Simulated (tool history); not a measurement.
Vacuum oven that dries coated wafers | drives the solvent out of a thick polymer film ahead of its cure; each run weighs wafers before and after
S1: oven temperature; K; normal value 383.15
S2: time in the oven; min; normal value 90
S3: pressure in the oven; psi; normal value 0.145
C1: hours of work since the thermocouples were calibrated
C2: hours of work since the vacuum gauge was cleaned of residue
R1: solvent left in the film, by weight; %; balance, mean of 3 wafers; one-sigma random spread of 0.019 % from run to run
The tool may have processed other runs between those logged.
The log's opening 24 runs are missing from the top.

run    hour      S1   S2     S3   C1    C2    R1
 25  1549.1  394.15  104  0.187  187  1382  0.40
 26  1629.8  389.15   46  0.117  223  1417  2.84
 27  1701.8  395.15   90  0.128  254  1449  0.41
 28  1742.5  392.15  118  0.145  272  1467  0.33
 29  1835.0  392.15  118  0.145  313  1507  0.31
 30  1912.6  368.15  146  0.508  347  1541  4.44
 31  1970.7  368.15  146  0.508  372  1567  4.41
 32  2033.5  376.15   73  0.145  400  1594  4.20
 33  2085.6  373.15   90  0.553  422  1617  4.99
 34  2162.0  390.15   87  0.145  456  1650  0.82
 35  2216.8  396.15  112  0.145  480  1674  0.25
 36  2259.2  398.15  109  0.131  498  1693  0.24
 37  2313.6  383.15  137  0.145  522  1717  0.81
 38  2396.4  382.15   88  0.145  558  1753  2.03
 39  2472.1  388.15   69  0.146  592  1786  1.67
 40  2513.0  388.15   69  0.146  609  1804  1.65
 41  2556.9  388.15   69  0.146  629  1823  1.70
 42  2595.2  395.15   90  0.174  645  1840  0.44
 43  2678.9  395.15   90  0.174  682  1877  0.40
 44  2726.1  383.15  114  0.106  703  1898  1.10
 45  2781.7  387.15   60  0.280  727  1922  2.53

Predict each of these 3 candidate next runs independently; none follows another, all start after run 45:
  A  2845.4  397.15   90  0.145  755  1950   ?
  B  2845.4  397.15  110  0.280  755  1950   ?
  C  2845.4  375.15   90  0.145  755  1950   ?

run    R1
  A  0.34
  B  0.39
  C  3.54
Take away the tool's hidden state, keep each run's random variation, and the runs would have read:
run    R1
  A  0.34
  B  0.38
  C  3.55
